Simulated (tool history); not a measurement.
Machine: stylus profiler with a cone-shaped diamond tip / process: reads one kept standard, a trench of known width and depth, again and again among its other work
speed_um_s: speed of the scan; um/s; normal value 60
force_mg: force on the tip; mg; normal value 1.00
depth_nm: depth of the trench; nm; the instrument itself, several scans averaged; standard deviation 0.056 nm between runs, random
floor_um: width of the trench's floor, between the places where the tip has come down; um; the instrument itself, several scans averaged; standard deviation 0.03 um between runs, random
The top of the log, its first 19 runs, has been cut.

| run | hour | speed_um_s | force_mg | depth_nm | floor_um |
|---|---|---|---|---|---|
| 20 | 207.4 | 98 | 0.39 | 100.35 | 47.49 |
| 21 | 218.5 | 98 | 0.39 | 100.45 | 47.50 |
| 22 | 232.5 | 55 | 0.72 | 100.64 | 48.14 |
| 23 | 246.2 | 16 | 0.43 | 100.46 | 48.40 |
| 24 | 260.1 | 31 | 1.58 | 101.12 | 48.43 |
| 25 | 267.5 | 38 | 1.00 | 100.86 | 48.36 |
| 26 | 282.4 | 38 | 1.00 | 100.84 | 48.32 |
| 27 | 295.1 | 38 | 1.00 | 100.80 | 48.28 |
| 28 | 304.1 | 94 | 1.00 | 100.92 | 47.93 |
| 29 | 319.3 | 89 | 0.74 | 100.68 | 47.87 |
| 30 | 329.1 | 41 | 0.53 | 100.36 | 48.22 |
| 31 | 343.0 | 41 | 0.53 | 100.58 | 48.18 |
| 32 | 350.5 | 41 | 0.53 | 100.44 | 48.18 |
| 33 | 363.1 | 41 | 0.53 | 100.51 | 48.18 |
| 34 | 369.4 | 60 | 2.86 | 101.83 | 48.33 |

Below are 4 alternative next runs, each starting from the tool's condition after run 34. Predict each:
| A | 376.9 | 48 | 2.53 | ? | ? |
| B | 376.9 | 76 | 0.36 | ? | ? |
| C | 376.9 | 229 | 1.52 | ? | ? |
| D | 376.9 | 87 | 1.00 | ? | ? |

| run | depth_nm | floor_um |
|---|---|---|
| A | 101.66 | 48.34 |
| B | 100.31 | 47.74 |
| C | 100.98 | 47.29 |
| D | 100.82 | 48.01 |
Without the tool's unlogged condition, the same runs would have read:
| run | depth_nm | floor_um |
|---|---|---|
| A | 101.79 | 48.49 |
| B | 100.43 | 47.88 |
| C | 101.10 | 47.43 |
| D | 100.95 | 48.16 |
